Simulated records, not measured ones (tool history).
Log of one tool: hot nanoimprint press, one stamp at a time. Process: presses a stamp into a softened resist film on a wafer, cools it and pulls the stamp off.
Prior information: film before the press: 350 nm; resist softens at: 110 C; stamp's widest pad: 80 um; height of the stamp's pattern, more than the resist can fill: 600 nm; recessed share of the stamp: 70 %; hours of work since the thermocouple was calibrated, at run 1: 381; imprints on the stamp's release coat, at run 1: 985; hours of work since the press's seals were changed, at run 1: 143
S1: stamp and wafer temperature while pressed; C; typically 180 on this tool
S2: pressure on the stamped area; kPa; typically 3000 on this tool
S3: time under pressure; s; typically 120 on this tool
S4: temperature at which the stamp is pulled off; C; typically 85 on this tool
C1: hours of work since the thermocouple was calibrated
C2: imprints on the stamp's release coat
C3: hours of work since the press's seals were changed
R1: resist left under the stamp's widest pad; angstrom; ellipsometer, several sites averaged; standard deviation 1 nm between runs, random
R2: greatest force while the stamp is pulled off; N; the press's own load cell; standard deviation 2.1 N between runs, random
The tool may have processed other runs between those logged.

run 1 hour=0 | S1=180 S2=3000 S3=120 S4=85 | C1=381 C2=985 C3=143 | R1=1889 R2=183
run 2 hour=19.8 | S1=180 S2=3000 S3=120 S4=85 | C1=391 C2=1066 C3=153 | R1=1911 R2=181
run 3 hour=40.9 | S1=180 S2=3000 S3=120 S4=85 | C1=402 C2=1151 C3=164 | R1=1898 R2=179
run 4 hour=53.9 | S1=180 S2=4120 S3=120 S4=85 | C1=409 C2=1204 C3=171 | R1=1623 R2=185
run 5 hour=74.7 | S1=180 S2=3000 S3=120 S4=85 | C1=420 C2=1289 C3=182 | R1=1879 R2=179
-- hour=83.9 stamp cleaned and given a new release coat
-- hour=94.3 plate thermocouple calibrated
run 6 hour=105.7 | S1=180 S2=3000 S3=120 S4=85 | C1=6 C2=76 C3=193 | R1=1892 R2=182
run 7 hour=124.9 | S1=180 S2=2830 S3=120 S4=85 | C1=16 C2=154 C3=203 | R1=1941 R2=183
run 8 hour=135.7 | S1=180 S2=2830 S3=120 S4=85 | C1=22 C2=198 C3=209 | R1=1930 R2=177
run 9 hour=154.4 | S1=186 S2=2450 S3=95 S4=89 | C1=31 C2=274 C3=219 | R1=1737 R2=171
run 10 hour=169.8 | S1=186 S2=2450 S3=95 S4=89 | C1=39 C2=337 C3=227 | R1=1733 R2=173
run 11 hour=186.1 | S1=189 S2=2330 S3=72 S4=71 | C1=48 C2=403 C3=235 | R1=1725 R2=201
run 12 hour=199.1 | S1=189 S2=3980 S3=215 S4=70 | C1=55 C2=456 C3=242 | R1=862 R2=204
run 13 hour=220.9 | S1=180 S2=3000 S3=120 S4=90 | C1=66 C2=544 C3=253 | R1=1887 R2=175
run 14 hour=240.9 | S1=180 S2=3000 S3=132 S4=90 | C1=77 C2=626 C3=264 | R1=1838 R2=177
run 15 hour=257.3 | S1=180 S2=3000 S3=132 S4=90 | C1=85 C2=692 C3=272 | R1=1825 R2=173
run 16 hour=267 | S1=173 S2=4660 S3=136 S4=86 | C1=90 C2=732 C3=278 | R1=2047 R2=183

Here are 3 independent what-if runs from the current tool condition. What would each one return?
run A hour=286 | S1=180 S2=4370 S3=223 S4=73 | C1=100 C2=809 C3=287 | R1=? R2=?
run B hour=286 | S1=173 S2=4660 S3=136 S4=86 | C1=100 C2=809 C3=287 | R1=? R2=?
run C hour=286 | S1=180 S2=1800 S3=120 S4=90 | C1=100 C2=809 C3=287 | R1=? R2=?

run=A R1=1266 R2=197
run=B R1=2066 R2=178
run=C R1=2331 R2=173
Without the tool's unlogged condition, the same runs would have read:
run=A R1=1265 R2=197
run=B R1=2065 R2=177
run=C R1=2330 R2=173
